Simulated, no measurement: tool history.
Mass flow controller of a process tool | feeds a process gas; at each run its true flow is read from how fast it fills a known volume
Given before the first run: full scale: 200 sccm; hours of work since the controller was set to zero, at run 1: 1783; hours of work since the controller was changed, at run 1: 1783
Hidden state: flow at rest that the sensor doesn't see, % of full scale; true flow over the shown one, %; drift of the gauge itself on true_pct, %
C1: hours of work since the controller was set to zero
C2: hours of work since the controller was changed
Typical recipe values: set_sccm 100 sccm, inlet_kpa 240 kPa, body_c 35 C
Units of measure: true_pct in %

Run 1, hour 0: usual settings; C1 1783; C2 1783. Result: true_pct 98.8 %.
Run 2, hour 210.5: usual settings; C1 1847; C2 1847. Result: true_pct 98.95 %.
Run 3, hour 341.2: usual settings; C1 1887; C2 1887. Result: true_pct 99.08 %.
Run 4, hour 531.9: usual settings; C1 1945; C2 1945. Result: true_pct 99.38 %.
Run 5, hour 690: usual settings; C1 1993; C2 1993. Result: true_pct 99.45 %.
Run 6, hour 828.8: usual settings; C1 2036; C2 2036. Result: true_pct 99.53 %.
Run 7, hour 1124.8: usual settings; C1 2126; C2 2126. Result: true_pct 99.95 %.
Run 8, hour 1386.7: usual settings; C1 2206; C2 2206. Result: true_pct 100.03 %.
Run 9, hour 1662.8: usual settings but body_c 28 C; C1 2290; C2 2290. Result: true_pct 100.97 %.
Run 10, hour 1810.5: usual settings but body_c 27 C; C1 2335; C2 2335. Result: true_pct 100.93 %.
Run 11, hour 2085.8: usual settings but body_c 27 C; C1 2419; C2 2419. Result: true_pct 101.2 %.
Run 12, hour 2329.5: usual settings but set_sccm 71 sccm, inlet_kpa 280 kPa, body_c 32 C; C1 2494; C2 2494. Result: true_pct 101.31 %.
Run 13, hour 2504: usual settings but set_sccm 71 sccm, inlet_kpa 280 kPa, body_c 32 C; C1 2547; C2 2547. Result: true_pct 101.33 %.
At hour 2641.9: gauge calibrated.
Run 14, hour 2789: usual settings but set_sccm 59 sccm, inlet_kpa 211 kPa, body_c 28 C; C1 2634; C2 2634. Result: true_pct 98.79 %.
Run 15, hour 2991.2: usual settings but set_sccm 59 sccm, inlet_kpa 211 kPa, body_c 28 C; C1 2696; C2 2696. Result: true_pct 99.07 %.
Run 16, hour 3192.7: usual settings but set_sccm 169 sccm, inlet_kpa 220 kPa, body_c 24 C; C1 2757; C2 2757. Result: true_pct 100.41 %.
Run 17, hour 3398.6: usual settings but set_sccm 169 sccm, inlet_kpa 220 kPa, body_c 24 C; C1 2820; C2 2820. Result: true_pct 100.69 %.
Run 18, hour 3667.3: usual settings but set_sccm 169 sccm, inlet_kpa 220 kPa, body_c 24 C; C1 2902; C2 2902. Result: true_pct 100.96 %.
Run 19, hour 3847.6: usual settings but set_sccm 21 sccm, inlet_kpa 186 kPa, body_c 31 C; C1 2957; C2 2957. Result: true_pct 99.22 %.
Run 20, hour 4071.8: usual settings but set_sccm 21 sccm, inlet_kpa 186 kPa, body_c 31 C; C1 3026; C2 3026. Result: true_pct 99.59 %.
Run 21, hour 4233.9: usual settings but body_c 20 C; C1 3075; C2 3075. Result: true_pct 101.28 %.
Run 22, hour 4535.9: usual settings but body_c 20 C; C1 3167; C2 3167. Result: true_pct 101.56 %.

Each row is a separate what-if for the run after 22, all from the same tool condition, not one after another. Results?
Run A, hour 4782.1: usual settings but set_sccm 37 sccm, inlet_kpa 170 kPa, body_c 20 C; C1 3242; C2 3242. Result: true_pct ?.
Run B, hour 4782.1: usual settings but set_sccm 46 sccm, inlet_kpa 195 kPa, body_c 24 C; C1 3242; C2 3242. Result: true_pct ?.
Run C, hour 4782.1: usual settings but set_sccm 124 sccm, inlet_kpa 238 kPa, body_c 31 C; C1 3242; C2 3242. Result: true_pct ?.
Run D, hour 4782.1: usual settings but inlet_kpa 257 kPa, body_c 26 C; C1 3242; C2 3242. Result: true_pct ?.
Run E, hour 4782.1: usual settings but inlet_kpa 200 kPa; C1 3242; C2 3242. Result: true_pct ?.

run  true_pct
  A    101.04
  B    100.92
  C    101.43
  D    101.54
  E    100.71
What these runs would have given with no unlogged condition in the tool:
run  true_pct
  A     98.96
  B     98.83
  C     99.32
  D     99.43
  E     98.62
